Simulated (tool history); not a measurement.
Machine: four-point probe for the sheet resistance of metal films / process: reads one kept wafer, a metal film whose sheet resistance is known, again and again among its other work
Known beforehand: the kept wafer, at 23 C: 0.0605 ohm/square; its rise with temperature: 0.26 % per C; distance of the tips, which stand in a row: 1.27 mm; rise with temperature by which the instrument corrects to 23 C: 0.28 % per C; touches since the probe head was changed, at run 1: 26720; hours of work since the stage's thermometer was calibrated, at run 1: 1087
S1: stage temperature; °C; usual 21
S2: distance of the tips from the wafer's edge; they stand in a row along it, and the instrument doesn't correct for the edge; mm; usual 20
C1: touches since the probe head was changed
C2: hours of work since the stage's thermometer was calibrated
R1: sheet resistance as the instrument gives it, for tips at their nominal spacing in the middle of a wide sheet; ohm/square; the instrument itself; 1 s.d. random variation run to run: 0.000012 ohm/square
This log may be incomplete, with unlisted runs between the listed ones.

run	hour	S1	S2	C1	C2	R1
1	0.0	21	20	26720	1087	0.060620
2	69.8	21	20	28743	1131	0.060616
3	151.3	21	20	31107	1183	0.060602
4	200.7	21	20	32538	1214	0.060628
5	242.0	19	20	33734	1240	0.060638
6	335.2	19	20	36434	1300	0.060611
7	395.9	19	20	38195	1338	0.060640
8	475.2	19	20	40493	1389	0.060669
# hour 482.8: stage's thermometer calibrated
9	527.9	30	20	42007	29	0.060492
10	583.7	22	55	43624	64	0.060486
11	661.0	19	23	45864	113	0.060545

Expected results for the next run?
12	704.8	33	4	47134	141	?

R1: 0.063444 ohm/square
Were there no unlogged condition in the tool, this run, its random variation unchanged, would have produced R1 0.063514 ohm/square.
